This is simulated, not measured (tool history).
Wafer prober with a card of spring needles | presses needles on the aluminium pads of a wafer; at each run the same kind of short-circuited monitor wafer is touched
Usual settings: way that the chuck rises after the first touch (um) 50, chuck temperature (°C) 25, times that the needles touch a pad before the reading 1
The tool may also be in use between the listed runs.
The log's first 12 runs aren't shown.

run     day  way that the chuck rises after the first touch (um)  chuck temperature (°C)  times that the needles touch a pad before the reading  touches since the tips were cleaned  cleanings since the card got new needles  touches since the first contact's height was set  resistance of one needle with its contact and lead (mohm)  way that a needle slides on the pad (um)
      3.738  -- tips cleaned on abrasive film
 13   3.979                                                   50                      54                                                      1                                 1470                                        37                                            137102                                                        151                                     13.32
      4.275  -- tips cleaned on abrasive film
 14   4.396                                                   50                      54                                                      2                                  728                                        38                                            139623                                                        148                                     13.43
 15   4.725                                                   50                      54                                                      2                                 2750                                        38                                            141645                                                        147                                     13.27
      4.817  -- tips cleaned on abrasive film
 16    5.05                                                   50                      54                                                      2                                 1415                                        39                                            143590                                                        150                                      13.2
      5.379  -- tips cleaned on abrasive film
 17   5.438                                                   50                      25                                                      1                                  341                                        40                                            145926                                                        146                                     13.16
 18   5.733                                                   33                      25                                                      1                                 2149                                        40                                            147734                                                        150                                      8.89
       5.95  -- tips cleaned on abrasive film
 19   6.108                                                   33                      25                                                      1                                  966                                        41                                            149997                                                        151                                      8.85
 20   6.304                                                   33                      60                                                      2                                 2159                                        41                                            151190                                                        155                                      8.74
      6.521  -- tips cleaned on abrasive film
 21     6.6                                                   33                      60                                                      2                                  480                                        42                                            152976                                                        155                                      8.84
 22   7.017                                                   67                      25                                                      1                                 3016                                        42                                            155512                                                        145                                     17.58
      7.062  -- tips cleaned on abrasive film
 23   7.446                                                   67                      25                                                      1                                 2339                                        43                                            158114                                                        138                                     17.84
      7.621  -- tips cleaned on abrasive film
 24   7.679                                                   39                      74                                                      2                                  348                                        44                                            159495                                                        155                                      10.2
 25   7.879                                                   50                      39                                                      1                                 1585                                        44                                            160732                                                        148                                     13.15
      8.167  -- tips cleaned on abrasive film
 26   8.183                                                   50                      39                                                      1                                  107                                        45                                            162556                                                        146                                     13.33
 27   8.383                                                   50                      33                                                      1                                 1318                                        45                                            163767                                                        143                                     13.37
 28   8.604                                                   50                      33                                                      1                                 2669                                        45                                            165118                                                        147                                     13.22
      8.729  -- tips cleaned on abrasive film
 29   8.833                                                   65                      55                                                      1                                  638                                        46                                            166486                                                        145                                     17.15
 30   9.158                                                   55                      34                                                      2                                 2630                                        46                                            168478                                                        146                                     14.61
      9.271  -- tips cleaned on abrasive film
 31   9.558                                                   57                      36                                                      1                                 1743                                        47                                            170891                                                        144                                     14.82
      9.821  -- tips cleaned on abrasive film
 32   9.962                                                   57                      36                                                      1                                  866                                        48                                            173342                                                        143                                     15.35
 33  10.167                                                   57                      36                                                      1                                 2106                                        48                                            174582                                                        143                                     15.04

3 ways to go on from here, each from the tool as it stands after run 33. What would each give?
     10.388  -- tips cleaned on abrasive film
  A  10.488                                                   45                      34                                                      1                                  603                                        49                                            176509                                                          ?                                         ?
     10.388  -- tips cleaned on abrasive film
  B  10.488                                                   47                      34                                                      2                                  603                                        49                                            176509                                                          ?                                         ?
     10.388  -- tips cleaned on abrasive film
  C  10.488                                                   30                      75                                                      1                                  603                                        49                                            176509                                                          ?                                         ?

run  resistance of one needle with its contact and lead (mohm)  way that a needle slides on the pad (um)
  A                                                        147                                     12.11
  B                                                        148                                     12.33
  C                                                        157                                      7.95
Without the tool's hidden state the same runs would have given:
run  resistance of one needle with its contact and lead (mohm)  way that a needle slides on the pad (um)
  A                                                        147                                     12.12
  B                                                        148                                     12.34
  C                                                        157                                      7.96
